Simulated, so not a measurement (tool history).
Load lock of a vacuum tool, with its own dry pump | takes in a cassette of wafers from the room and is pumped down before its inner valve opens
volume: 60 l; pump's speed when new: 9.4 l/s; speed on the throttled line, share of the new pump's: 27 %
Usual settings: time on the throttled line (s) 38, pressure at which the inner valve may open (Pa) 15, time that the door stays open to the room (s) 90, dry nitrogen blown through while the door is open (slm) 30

run    hour  time on the throttled line (s)  pressure at which the inner valve may open (Pa)  time that the door stays open to the room (s)  dry nitrogen blown through while the door is open (slm)  incoming humidity of the room's air, %  time from the closed door until the inner valve may open (s)  rise of the pressure with all valves shut (Pa/min)
  1     0.0                              38                                               15                                             90                                                       30                                    42.7                                                          88.0                                               0.564
      304.3  -- door's seal changed, seat wiped
  2   595.2                              38                                               15                                             90                                                        9                                    45.3                                                          88.8                                               0.067
  3   964.0                              38                                               15                                             90                                                        9                                    43.6                                                          88.9                                               0.069
  4  1439.0                              38                                               15                                             90                                                        9                                    45.6                                                          89.9                                               0.072
  5  1970.0                              38                                               15                                             56                                                        9                                    49.2                                                          90.9                                               0.068
  6  2355.8                              38                                               16                                             90                                                       30                                    44.7                                                          89.3                                               0.065
  7  3012.4                              38                                               16                                             90                                                       30                                    44.9                                                          90.5                                               0.081
  8  3619.2                              48                                               15                                             90                                                       30                                    43.4                                                          99.3                                               0.089
  9  3939.5                              38                                               15                                             90                                                       30                                    45.5                                                          92.2                                               0.101
 10  4352.6                              38                                               24                                             70                                                       30                                    45.7                                                          90.7                                               0.112
 11  4800.5                              72                                               15                                             26                                                       12                                    45.1                                                         116.9                                               0.120
 12  5147.3                              38                                               15                                             51                                                        5                                    48.3                                                          95.2                                               0.147
 13  5784.1                              39                                               23                                             51                                                        9                                    43.3                                                          92.7                                               0.159
 14  6245.8                              38                                               15                                            114                                                        5                                    43.3                                                          96.6                                               0.207
 15  6767.7                              33                                               15                                            114                                                        5                                    43.3                                                          93.5                                               0.230
     7102.9  -- dry pump taken out, an overhauled one fitted
 16  7141.1                              33                                               15                                            114                                                        5                                    45.7                                                          81.3                                               0.242
 17  7585.0                              48                                               11                                             27                                                       14                                    43.9                                                          93.9                                               0.203
 18  8016.0                              38                                               29                                            188                                                       30                                    46.0                                                          81.1                                               0.262

4 ways to go on from here, each from the tool as it stands after run 18. What would each give?
  A  8498.0                              27                                               13                                             51                                                       30                                    42.4                                                             ?                                                   ?
  B  8498.0                              35                                               29                                            188                                                       30                                    44.5                                                             ?                                                   ?
  C  8498.0                              38                                               21                                            201                                                        5                                    44.7                                                             ?                                                   ?
  D  8498.0                              60                                               15                                            188                                                       38                                    42.0                                                             ?                                                   ?

run  time from the closed door until the inner valve may open (s)  rise of the pressure with all valves shut (Pa/min)
  A                                                          79.4                                               0.248
  B                                                          80.0                                               0.272
  C                                                          83.8                                               0.324
  D                                                         102.0                                               0.258
Without the tool's hidden state the same runs would have given:
run  time from the closed door until the inner valve may open (s)  rise of the pressure with all valves shut (Pa/min)
  A                                                          77.5                                               0.024
  B                                                          78.4                                               0.049
  C                                                          82.1                                               0.100
  D                                                         100.5                                               0.035

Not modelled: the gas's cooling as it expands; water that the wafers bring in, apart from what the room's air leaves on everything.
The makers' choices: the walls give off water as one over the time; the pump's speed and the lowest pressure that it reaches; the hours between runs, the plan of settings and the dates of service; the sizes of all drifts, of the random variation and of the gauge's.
